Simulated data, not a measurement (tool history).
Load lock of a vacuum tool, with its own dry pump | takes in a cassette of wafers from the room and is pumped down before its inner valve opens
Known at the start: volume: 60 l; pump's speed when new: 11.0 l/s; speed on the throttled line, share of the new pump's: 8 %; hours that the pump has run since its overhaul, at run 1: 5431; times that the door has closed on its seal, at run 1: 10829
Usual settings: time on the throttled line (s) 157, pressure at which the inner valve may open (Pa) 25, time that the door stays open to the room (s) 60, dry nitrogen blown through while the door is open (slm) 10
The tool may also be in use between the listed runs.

| run | hour | time on the throttled line (s) | pressure at which the inner valve may open (Pa) | time that the door stays open to the room (s) | dry nitrogen blown through while the door is open (slm) | hours that the pump has run since its overhaul | times that the door has closed on its seal | incoming humidity of the room's air, % | time from the closed door until the inner valve may open (s) | rise of the pressure with all valves shut (Pa/min) |
|---|---|---|---|---|---|---|---|---|---|---|
| 1 | 0 | 157 | 25 | 60 | 10 | 5431 | 10829 | 46.3 | 194.9 | 0.078 |
| 2 | 128.3 | 157 | 25 | 60 | 10 | 5559 | 11114 | 46.2 | 195.1 | 0.082 |
| 3 | 211.8 | 157 | 25 | 60 | 10 | 5642 | 11300 | 45.6 | 195.5 | 0.08 |
| 4 | 333.5 | 157 | 25 | 60 | 10 | 5764 | 11571 | 47.4 | 194.8 | 0.085 |
| 5 | 403.5 | 157 | 43 | 60 | 10 | 5834 | 11727 | 46.4 | 191.5 | 0.082 |
| 6 | 530.9 | 157 | 43 | 60 | 10 | 5962 | 12010 | 43.3 | 191.6 | 0.091 |
| 7 | 592.6 | 157 | 43 | 60 | 10 | 6023 | 12147 | 44.5 | 192.2 | 0.086 |
| 8 | 721.6 | 157 | 43 | 60 | 10 | 6152 | 12434 | 45.3 | 191.9 | 0.093 |
| 9 | 828.6 | 157 | 43 | 60 | 10 | 6259 | 12672 | 46.7 | 192.2 | 0.088 |
| 10 | 911.9 | 157 | 43 | 60 | 10 | 6343 | 12857 | 44.2 | 192.3 | 0.091 |
| 11 | 1005.2 | 157 | 29 | 60 | 10 | 6436 | 13065 | 44.6 | 195 | 0.094 |
| 12 | 1132.2 | 157 | 25 | 60 | 10 | 6563 | 13347 | 42.9 | 195.7 | 0.094 |
| 13 | 1235.9 | 157 | 25 | 60 | 10 | 6666 | 13578 | 46.2 | 196.3 | 0.091 |
| 14 | 1377.7 | 157 | 25 | 60 | 10 | 6808 | 13893 | 45.4 | 195.3 | 0.098 |
| 15 | 1478.1 | 157 | 25 | 60 | 10 | 6909 | 14117 | 48.4 | 196.2 | 0.106 |
| 16 | 1605.9 | 157 | 25 | 60 | 10 | 7037 | 14401 | 46.1 | 197 | 0.103 |
| 17 | 1708.9 | 157 | 25 | 60 | 10 | 7140 | 14630 | 47.4 | 196.5 | 0.108 |
| 18 | 1786.5 | 157 | 25 | 60 | 10 | 7217 | 14803 | 39.1 | 196.4 | 0.101 |
| 19 | 1866.5 | 157 | 19 | 60 | 10 | 7297 | 14981 | 44.7 | 198.3 | 0.112 |
| 20 | 1937.9 | 181 | 20 | 37 | 10 | 7369 | 15139 | 45.3 | 219.9 | 0.098 |
| 21 | 2008.9 | 93 | 25 | 60 | 10 | 7440 | 15297 | 47.8 | 139.8 | 0.11 |
| 22 | 2091.3 | 157 | 24 | 33 | 10 | 7522 | 15480 | 44.8 | 197.3 | 0.098 |
| 23 | 2188.1 | 157 | 24 | 33 | 10 | 7619 | 15696 | 47.5 | 197.2 | 0.107 |
| 24 | 2259.8 | 157 | 24 | 33 | 10 | 7690 | 15855 | 44.7 | 197.9 | 0.101 |
| 25 | 2385.1 | 157 | 22 | 60 | 10 | 7816 | 16134 | 44.8 | 198.3 | 0.116 |
| 26 | 2517.3 | 157 | 22 | 60 | 10 | 7948 | 16428 | 44.8 | 198.9 | 0.118 |
| 27 | 2613.3 | 81 | 22 | 128 | 23 | 8044 | 16641 | 43 | 130.3 | 0.118 |
| 28 | 2755.2 | 141 | 23 | 134 | 9 | 8186 | 16957 | 43.8 | 184 | 0.137 |
| 29 | 2851 | 157 | 23 | 36 | 10 | 8282 | 17170 | 44.9 | 198.5 | 0.115 |
| 30 | 2987.5 | 157 | 23 | 36 | 10 | 8418 | 17474 | 44.6 | 198.9 | 0.115 |
| 31 | 3118.9 | 157 | 23 | 36 | 10 | 8550 | 17766 | 49.3 | 198.8 | 0.124 |
| 32 | 3243.3 | 157 | 23 | 36 | 10 | 8674 | 18043 | 45.3 | 198.9 | 0.126 |
| 33 | 3358.5 | 100 | 46 | 38 | 10 | 8789 | 18299 | 44.3 | 143 | 0.125 |
| 34 | 3450.5 | 157 | 25 | 26 | 10 | 8881 | 18504 | 44.8 | 198.5 | 0.121 |
| 35 | 3554.8 | 177 | 19 | 60 | 10 | 8985 | 18736 | 45 | 218.5 | 0.13 |
| 36 | 3618.7 | 177 | 19 | 60 | 10 | 9049 | 18878 | 40.9 | 218.5 | 0.135 |
|  | 3643.2 | dry pump taken out, an overhauled one fitted |
| 37 | 3756.7 | 173 | 28 | 61 | 45 | 113 | 19171 | 41.8 | 203.9 | 0.122 |

How the hidden state differs across the entries between the runs, from the last listed run before each to the first after it:
Between runs 36 and 37: dry pump taken out, an overhauled one fitted (hour 3643.2)
  pump's speed, % of a new pump's: 78 -> 100.8; leak at the door's seal, Pa l/s: 0.1092 -> 0.1117
  measured less the result without the state, time from the closed door until the inner valve may open (s): +9.2 -> -0.3; rise of the pressure with all valves shut (Pa/min): +0.107 -> +0.109

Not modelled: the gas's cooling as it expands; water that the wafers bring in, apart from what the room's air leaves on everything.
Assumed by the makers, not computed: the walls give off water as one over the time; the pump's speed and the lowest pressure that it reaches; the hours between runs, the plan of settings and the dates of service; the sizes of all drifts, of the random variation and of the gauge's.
